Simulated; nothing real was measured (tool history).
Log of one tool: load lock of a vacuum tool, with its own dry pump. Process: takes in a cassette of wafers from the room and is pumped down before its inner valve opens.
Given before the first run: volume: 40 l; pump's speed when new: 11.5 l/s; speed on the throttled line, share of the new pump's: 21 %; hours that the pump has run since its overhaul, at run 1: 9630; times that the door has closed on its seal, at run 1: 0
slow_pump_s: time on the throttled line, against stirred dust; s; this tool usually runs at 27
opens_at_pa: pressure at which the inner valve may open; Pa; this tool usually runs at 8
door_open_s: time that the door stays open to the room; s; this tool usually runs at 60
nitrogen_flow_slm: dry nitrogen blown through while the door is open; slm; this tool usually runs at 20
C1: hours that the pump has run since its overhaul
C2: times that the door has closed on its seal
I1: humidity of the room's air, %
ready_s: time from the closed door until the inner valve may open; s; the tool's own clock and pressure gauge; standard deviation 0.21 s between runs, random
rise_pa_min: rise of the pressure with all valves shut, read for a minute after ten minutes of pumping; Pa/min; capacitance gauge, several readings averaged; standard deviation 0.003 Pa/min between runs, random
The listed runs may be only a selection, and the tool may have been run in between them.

Run 1, hour 0.0: usual settings; C1 9630; C2 0; I1 45.0. Result: ready_s 54.3 s, rise_pa_min 0.021 Pa/min.
Run 2, hour 625.1: usual settings; C1 10255; C2 2828; I1 42.8. Result: ready_s 54.5 s, rise_pa_min 0.031 Pa/min.
Run 3, hour 929.5: usual settings; C1 10560; C2 4206; I1 47.0. Result: ready_s 54.3 s, rise_pa_min 0.020 Pa/min.
Run 4, hour 1332.1: usual settings; C1 10962; C2 6027; I1 42.3. Result: ready_s 54.2 s, rise_pa_min 0.025 Pa/min.
Run 5, hour 1695.7: usual settings; C1 11326; C2 7672; I1 44.5. Result: ready_s 54.5 s, rise_pa_min 0.027 Pa/min.
At hour 2102.0: dry pump taken out, an overhauled one fitted.
Run 6, hour 2286.1: usual settings; C1 184; C2 10316; I1 43.2. Result: ready_s 54.1 s, rise_pa_min 0.025 Pa/min.
Run 7, hour 2928.1: usual settings; C1 826; C2 13221; I1 47.1. Result: ready_s 54.2 s, rise_pa_min 0.025 Pa/min.
Run 8, hour 3594.5: usual settings but nitrogen_flow_slm 34 slm; C1 1493; C2 16236; I1 48.0. Result: ready_s 54.3 s, rise_pa_min 0.023 Pa/min.
Run 9, hour 3880.6: usual settings but nitrogen_flow_slm 34 slm; C1 1779; C2 17530; I1 47.9. Result: ready_s 54.4 s, rise_pa_min 0.022 Pa/min.
Run 10, hour 4189.7: usual settings but nitrogen_flow_slm 4 slm; C1 2088; C2 18929; I1 47.1. Result: ready_s 54.0 s, rise_pa_min 0.040 Pa/min.
Run 11, hour 4610.6: usual settings but door_open_s 239 s; C1 2509; C2 20833; I1 44.3. Result: ready_s 54.6 s, rise_pa_min 0.059 Pa/min.
At hour 4867.7: door's seal changed, seat wiped.
Run 12, hour 5066.5: usual settings but door_open_s 239 s; C1 2963; C2 899; I1 46.3. Result: ready_s 54.5 s, rise_pa_min 0.062 Pa/min.
Run 13, hour 5530.1: usual settings but opens_at_pa 6 Pa; C1 3427; C2 2996; I1 46.1. Result: ready_s 55.2 s, rise_pa_min 0.029 Pa/min.
Run 14, hour 6000.7: usual settings but opens_at_pa 6 Pa; C1 3897; C2 5126; I1 45.6. Result: ready_s 55.4 s, rise_pa_min 0.027 Pa/min.
Run 15, hour 6484.9: usual settings; C1 4381; C2 7316; I1 46.1. Result: ready_s 54.7 s, rise_pa_min 0.022 Pa/min.
Run 16, hour 6782.3: usual settings; C1 4679; C2 8662; I1 46.6. Result: ready_s 54.3 s, rise_pa_min 0.024 Pa/min.
Run 17, hour 7380.2: usual settings; C1 5277; C2 11367; I1 45.7. Result: ready_s 54.2 s, rise_pa_min 0.024 Pa/min.
Run 18, hour 7949.2: usual settings; C1 5846; C2 13941; I1 44.9. Result: ready_s 54.3 s, rise_pa_min 0.028 Pa/min.
Run 19, hour 8587.1: usual settings but nitrogen_flow_slm 10 slm; C1 6484; C2 16827; I1 41.4. Result: ready_s 54.2 s, rise_pa_min 0.026 Pa/min.
Run 20, hour 8985.1: usual settings but nitrogen_flow_slm 10 slm; C1 6882; C2 18628; I1 43.5. Result: ready_s 54.2 s, rise_pa_min 0.030 Pa/min.
Run 21, hour 9385.4: usual settings but door_open_s 133 s, nitrogen_flow_slm 14 slm; C1 7282; C2 20439; I1 44.9. Result: ready_s 54.4 s, rise_pa_min 0.049 Pa/min.
At hour 9684.7: door's seal changed, seat wiped.
Run 22, hour 9881.2: usual settings but door_open_s 50 s; C1 7776; C2 889; I1 43.8. Result: ready_s 54.4 s, rise_pa_min 0.022 Pa/min.
Run 23, hour 10425.7: usual settings but nitrogen_flow_slm 5 slm; C1 8321; C2 3352; I1 47.2. Result: ready_s 54.3 s, rise_pa_min 0.037 Pa/min.
Run 24, hour 10926.1: usual settings but nitrogen_flow_slm 5 slm; C1 8821; C2 5616; I1 40.0. Result: ready_s 54.4 s, rise_pa_min 0.026 Pa/min.
Run 25, hour 11347.4: usual settings but slow_pump_s 24 s, door_open_s 178 s, nitrogen_flow_slm 13 slm; C1 9242; C2 7522; I1 44.8. Result: ready_s 51.6 s, rise_pa_min 0.058 Pa/min.
Run 26, hour 11897.2: usual settings but slow_pump_s 24 s, door_open_s 178 s, nitrogen_flow_slm 13 slm; C1 9792; C2 10010; I1 44.1. Result: ready_s 52.2 s, rise_pa_min 0.056 Pa/min.
Run 27, hour 12348.3: usual settings but slow_pump_s 24 s, opens_at_pa 7 Pa, door_open_s 124 s, nitrogen_flow_slm 13 slm; C1 10243; C2 12050; I1 45.4. Result: ready_s 52.5 s, rise_pa_min 0.051 Pa/min.
Run 28, hour 12674.2: usual settings but slow_pump_s 24 s, opens_at_pa 7 Pa, door_open_s 122 s, nitrogen_flow_slm 13 slm; C1 10569; C2 13525; I1 44.4. Result: ready_s 52.7 s, rise_pa_min 0.044 Pa/min.
Run 29, hour 12994.7: usual settings but slow_pump_s 34 s, door_open_s 74 s, nitrogen_flow_slm 13 slm; C1 10890; C2 14975; I1 47.4. Result: ready_s 59.7 s, rise_pa_min 0.032 Pa/min.
Run 30, hour 13298.7: usual settings but slow_pump_s 34 s, door_open_s 74 s, nitrogen_flow_slm 13 slm; C1 11194; C2 16351; I1 43.8. Result: ready_s 60.3 s, rise_pa_min 0.028 Pa/min.
Run 31, hour 13781.6: usual settings but slow_pump_s 34 s, door_open_s 74 s, nitrogen_flow_slm 13 slm; C1 11677; C2 18535; I1 45.3. Result: ready_s 59.8 s, rise_pa_min 0.031 Pa/min.
At hour 13839.6: dry pump taken out, an overhauled one fitted.
Run 32, hour 14348.0: usual settings but slow_pump_s 34 s, opens_at_pa 13 Pa, door_open_s 74 s, nitrogen_flow_slm 5 slm; C1 508; C2 21071; I1 44.8. Result: ready_s 58.2 s, rise_pa_min 0.039 Pa/min.
At hour 14511.4: door's seal changed, seat wiped.
Run 33, hour 14693.9: usual settings but slow_pump_s 52 s, opens_at_pa 13 Pa, door_open_s 151 s, nitrogen_flow_slm 5 slm; C1 853; C2 826; I1 40.9. Result: ready_s 72.2 s, rise_pa_min 0.052 Pa/min.
Run 34, hour 15269.4: usual settings but slow_pump_s 52 s, opens_at_pa 13 Pa, door_open_s 151 s, nitrogen_flow_slm 5 slm; C1 1428; C2 3430; I1 40.9. Result: ready_s 72.7 s, rise_pa_min 0.053 Pa/min.
Run 35, hour 15599.1: usual settings but slow_pump_s 20 s, opens_at_pa 10 Pa, door_open_s 129 s, nitrogen_flow_slm 11 slm; C1 1758; C2 4921; I1 42.9. Result: ready_s 47.9 s, rise_pa_min 0.049 Pa/min.
Run 36, hour 15899.6: usual settings but slow_pump_s 20 s, opens_at_pa 10 Pa, nitrogen_flow_slm 9 slm; C1 2059; C2 6281; I1 46.3. Result: ready_s 48.1 s, rise_pa_min 0.028 Pa/min.
Run 37, hour 16463.7: usual settings but slow_pump_s 20 s, opens_at_pa 10 Pa, nitrogen_flow_slm 9 slm; C1 2623; C2 8833; I1 41.9. Result: ready_s 47.9 s, rise_pa_min 0.030 Pa/min.

Here are 4 independent what-if runs from the current tool condition. What would each one return?
Run A, hour 16916.1: usual settings but slow_pump_s 20 s, opens_at_pa 10 Pa, door_open_s 32 s, nitrogen_flow_slm 28 slm; C1 3075; C2 10880; I1 49.8. Result: ready_s ?, rise_pa_min ?.
Run B, hour 16916.1: usual settings but slow_pump_s 20 s; C1 3075; C2 10880; I1 40.9. Result: ready_s ?, rise_pa_min ?.
Run C, hour 16916.1: usual settings but slow_pump_s 53 s, door_open_s 39 s, nitrogen_flow_slm 9 slm; C1 3075; C2 10880; I1 43.4. Result: ready_s ?, rise_pa_min ?.
Run D, hour 16916.1: usual settings but slow_pump_s 18 s; C1 3075; C2 10880; I1 43.4. Result: ready_s ?, rise_pa_min ?.

run  ready_s  rise_pa_min
  A     48.2        0.018
  B     48.9        0.025
  C     74.4        0.024
  D     47.0        0.025
Without the tool's unlogged condition, the same runs would have read:
run  ready_s  rise_pa_min
  A     48.2        0.017
  B     48.9        0.025
  C     74.4        0.024
  D     47.0        0.025

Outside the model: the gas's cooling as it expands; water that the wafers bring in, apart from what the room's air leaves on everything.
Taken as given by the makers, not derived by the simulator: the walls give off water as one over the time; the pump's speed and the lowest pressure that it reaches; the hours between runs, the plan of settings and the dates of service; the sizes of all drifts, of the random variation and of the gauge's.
